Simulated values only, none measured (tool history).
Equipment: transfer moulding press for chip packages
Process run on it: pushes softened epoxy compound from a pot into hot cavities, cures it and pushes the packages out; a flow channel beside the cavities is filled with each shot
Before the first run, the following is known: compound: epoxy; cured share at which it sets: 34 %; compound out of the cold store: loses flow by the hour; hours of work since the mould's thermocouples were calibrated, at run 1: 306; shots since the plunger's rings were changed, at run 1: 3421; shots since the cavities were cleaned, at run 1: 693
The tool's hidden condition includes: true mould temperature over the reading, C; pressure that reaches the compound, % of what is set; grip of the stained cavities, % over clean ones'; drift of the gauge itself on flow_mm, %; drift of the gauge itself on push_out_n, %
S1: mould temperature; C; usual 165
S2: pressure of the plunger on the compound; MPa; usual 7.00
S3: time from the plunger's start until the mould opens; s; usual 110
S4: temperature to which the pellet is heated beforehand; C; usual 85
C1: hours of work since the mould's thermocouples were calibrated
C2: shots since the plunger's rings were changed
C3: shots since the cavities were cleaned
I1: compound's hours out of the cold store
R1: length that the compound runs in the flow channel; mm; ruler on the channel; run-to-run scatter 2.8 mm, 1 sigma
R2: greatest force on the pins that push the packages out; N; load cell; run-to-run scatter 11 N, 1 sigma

{"run": 1, "hour": 0.0, "S1": 165, "S2": 7.0, "S3": 110, "S4": 85, "C1": 306, "C2": 3421, "C3": 693, "I1": 30.3, "R1": 658, "R2": 934}
{"hour": 27.5, "done": "cavities cleaned with cleaning compound and waxed"}
{"run": 2, "hour": 38.8, "S1": 165, "S2": 7.0, "S3": 110, "S4": 85, "C1": 322, "C2": 3661, "C3": 72, "I1": 36.7, "R1": 632, "R2": 567}
{"run": 3, "hour": 75.9, "S1": 166, "S2": 7.0, "S3": 110, "S4": 85, "C1": 337, "C2": 3900, "C3": 311, "I1": 24.6, "R1": 672, "R2": 745}
{"run": 4, "hour": 107.8, "S1": 166, "S2": 7.0, "S3": 110, "S4": 85, "C1": 351, "C2": 4106, "C3": 517, "I1": 37.6, "R1": 625, "R2": 896}
{"run": 5, "hour": 125.6, "S1": 166, "S2": 7.0, "S3": 110, "S4": 85, "C1": 358, "C2": 4221, "C3": 632, "I1": 8.2, "R1": 738, "R2": 891}
{"run": 6, "hour": 146.4, "S1": 166, "S2": 7.0, "S3": 110, "S4": 85, "C1": 367, "C2": 4355, "C3": 766, "I1": 34.8, "R1": 637, "R2": 992}
{"hour": 160.2, "done": "cavities cleaned with cleaning compound and waxed"}
{"run": 7, "hour": 164.2, "S1": 165, "S2": 7.0, "S3": 110, "S4": 85, "C1": 374, "C2": 4460, "C3": 26, "I1": 8.2, "R1": 747, "R2": 528}
{"run": 8, "hour": 183.3, "S1": 165, "S2": 7.0, "S3": 110, "S4": 85, "C1": 382, "C2": 4583, "C3": 149, "I1": 33.6, "R1": 636, "R2": 638}
{"run": 9, "hour": 205.8, "S1": 165, "S2": 7.0, "S3": 110, "S4": 85, "C1": 391, "C2": 4728, "C3": 294, "I1": 43.5, "R1": 605, "R2": 776}
{"run": 10, "hour": 229.8, "S1": 165, "S2": 7.0, "S3": 110, "S4": 85, "C1": 401, "C2": 4883, "C3": 449, "I1": 35.8, "R1": 625, "R2": 864}

Predict the results of run 11:
{"run": 11, "hour": 247.1, "S1": 165, "S2": 6.67, "S3": 125, "S4": 85, "C1": 409, "C2": 4994, "C3": 560, "I1": 36.7, "R1": "?", "R2": "?"}

{"run 11": {"R1": 606, "R2": 840}}
With no hidden state in the tool, this same run would have given R1 640 mm, R2 443 N.
